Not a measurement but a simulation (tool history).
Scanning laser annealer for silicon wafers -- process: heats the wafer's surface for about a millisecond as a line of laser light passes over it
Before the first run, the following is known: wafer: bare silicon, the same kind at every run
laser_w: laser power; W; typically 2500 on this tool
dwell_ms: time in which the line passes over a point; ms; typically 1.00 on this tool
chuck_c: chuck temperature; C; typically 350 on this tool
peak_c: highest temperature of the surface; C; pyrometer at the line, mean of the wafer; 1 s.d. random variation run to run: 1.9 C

{"run": 1, "day": 0.0, "laser_w": 2500, "dwell_ms": 1.0, "chuck_c": 350, "peak_c": 1197}
{"run": 2, "day": 3.938, "laser_w": 2500, "dwell_ms": 1.0, "chuck_c": 350, "peak_c": 1192}
{"run": 3, "day": 7.538, "laser_w": 2500, "dwell_ms": 1.0, "chuck_c": 350, "peak_c": 1191}
{"run": 4, "day": 10.258, "laser_w": 2500, "dwell_ms": 1.0, "chuck_c": 350, "peak_c": 1190}
{"run": 5, "day": 14.521, "laser_w": 2500, "dwell_ms": 1.0, "chuck_c": 350, "peak_c": 1186}
{"run": 6, "day": 18.508, "laser_w": 2524, "dwell_ms": 1.0, "chuck_c": 350, "peak_c": 1192}
{"run": 7, "day": 20.646, "laser_w": 2524, "dwell_ms": 1.0, "chuck_c": 343, "peak_c": 1188}
{"run": 8, "day": 24.554, "laser_w": 2500, "dwell_ms": 1.0, "chuck_c": 350, "peak_c": 1181}
{"run": 9, "day": 26.717, "laser_w": 2500, "dwell_ms": 1.0, "chuck_c": 350, "peak_c": 1183}
{"run": 10, "day": 29.75, "laser_w": 2500, "dwell_ms": 1.0, "chuck_c": 350, "peak_c": 1182}
{"run": 11, "day": 32.308, "laser_w": 2500, "dwell_ms": 1.0, "chuck_c": 350, "peak_c": 1177}
{"run": 12, "day": 34.546, "laser_w": 2500, "dwell_ms": 1.0, "chuck_c": 381, "peak_c": 1206}
{"run": 13, "day": 37.462, "laser_w": 2448, "dwell_ms": 1.0, "chuck_c": 350, "peak_c": 1158}
{"run": 14, "day": 40.392, "laser_w": 2500, "dwell_ms": 0.78, "chuck_c": 350, "peak_c": 1068}
{"day": 41.429, "done": "window over the wafer cleaned"}
{"run": 15, "day": 42.233, "laser_w": 2500, "dwell_ms": 0.78, "chuck_c": 350, "peak_c": 1087}
{"run": 16, "day": 45.267, "laser_w": 2500, "dwell_ms": 0.78, "chuck_c": 350, "peak_c": 1089}
{"run": 17, "day": 49.412, "laser_w": 2323, "dwell_ms": 1.0, "chuck_c": 350, "peak_c": 1141}
{"run": 18, "day": 53.162, "laser_w": 2323, "dwell_ms": 1.0, "chuck_c": 364, "peak_c": 1151}
{"run": 19, "day": 56.112, "laser_w": 2323, "dwell_ms": 1.0, "chuck_c": 364, "peak_c": 1148}
{"day": 56.579, "done": "optics aligned, line set to its width"}
{"run": 20, "day": 59.562, "laser_w": 2323, "dwell_ms": 1.0, "chuck_c": 364, "peak_c": 1155}
{"run": 21, "day": 61.608, "laser_w": 2500, "dwell_ms": 1.0, "chuck_c": 350, "peak_c": 1198}
{"day": 61.912, "done": "laser's power meter calibrated"}
{"run": 22, "day": 65.833, "laser_w": 2297, "dwell_ms": 0.99, "chuck_c": 383, "peak_c": 1160}
{"run": 23, "day": 67.654, "laser_w": 2230, "dwell_ms": 0.86, "chuck_c": 335, "peak_c": 1036}
{"run": 24, "day": 69.808, "laser_w": 2306, "dwell_ms": 1.0, "chuck_c": 372, "peak_c": 1153}
{"day": 72.046, "done": "laser's power meter calibrated, once more"}
{"run": 25, "day": 72.067, "laser_w": 2306, "dwell_ms": 1.0, "chuck_c": 372, "peak_c": 1148}
{"run": 26, "day": 74.321, "laser_w": 2401, "dwell_ms": 0.72, "chuck_c": 350, "peak_c": 1022}
{"run": 27, "day": 76.242, "laser_w": 2359, "dwell_ms": 0.86, "chuck_c": 326, "peak_c": 1049}
{"run": 28, "day": 79.525, "laser_w": 2359, "dwell_ms": 0.86, "chuck_c": 326, "peak_c": 1053}
{"run": 29, "day": 82.712, "laser_w": 2500, "dwell_ms": 1.0, "chuck_c": 388, "peak_c": 1215}
{"run": 30, "day": 85.246, "laser_w": 2446, "dwell_ms": 0.71, "chuck_c": 324, "peak_c": 994}
{"day": 89.108, "done": "window over the wafer cleaned"}
{"run": 31, "day": 89.129, "laser_w": 2684, "dwell_ms": 0.79, "chuck_c": 382, "peak_c": 1179}
{"run": 32, "day": 92.617, "laser_w": 2554, "dwell_ms": 1.0, "chuck_c": 386, "peak_c": 1248}
{"run": 33, "day": 94.904, "laser_w": 2554, "dwell_ms": 1.0, "chuck_c": 386, "peak_c": 1251}
{"run": 34, "day": 98.0, "laser_w": 2138, "dwell_ms": 1.06, "chuck_c": 322, "peak_c": 1074}
{"run": 35, "day": 99.875, "laser_w": 2138, "dwell_ms": 1.06, "chuck_c": 322, "peak_c": 1075}
{"run": 36, "day": 102.567, "laser_w": 2138, "dwell_ms": 0.71, "chuck_c": 389, "peak_c": 991}
{"run": 37, "day": 106.062, "laser_w": 2138, "dwell_ms": 0.71, "chuck_c": 322, "peak_c": 923}
{"run": 38, "day": 108.558, "laser_w": 2138, "dwell_ms": 0.71, "chuck_c": 322, "peak_c": 926}
{"run": 39, "day": 111.425, "laser_w": 2138, "dwell_ms": 0.71, "chuck_c": 322, "peak_c": 924}
{"run": 40, "day": 115.225, "laser_w": 2737, "dwell_ms": 1.08, "chuck_c": 390, "peak_c": 1337}
{"run": 41, "day": 119.142, "laser_w": 2737, "dwell_ms": 1.08, "chuck_c": 390, "peak_c": 1336}
{"run": 42, "day": 122.275, "laser_w": 2642, "dwell_ms": 1.16, "chuck_c": 312, "peak_c": 1263}

Predict each of these 3 candidate next runs independently; none follows another, all start after run 42:
{"run": "A", "day": 124.804, "laser_w": 2500, "dwell_ms": 0.78, "chuck_c": 350, "peak_c": "?"}
{"run": "B", "day": 124.804, "laser_w": 2393, "dwell_ms": 0.8, "chuck_c": 357, "peak_c": "?"}
{"run": "C", "day": 124.804, "laser_w": 2231, "dwell_ms": 0.84, "chuck_c": 337, "peak_c": "?"}

run=A peak_c=1070
run=B peak_c=1060
run=C peak_c=1018
The same runs, with their run-to-run variation unchanged, on a tool lacking any hidden condition would have given:
run=A peak_c=1086
run=B peak_c=1076
run=C peak_c=1033
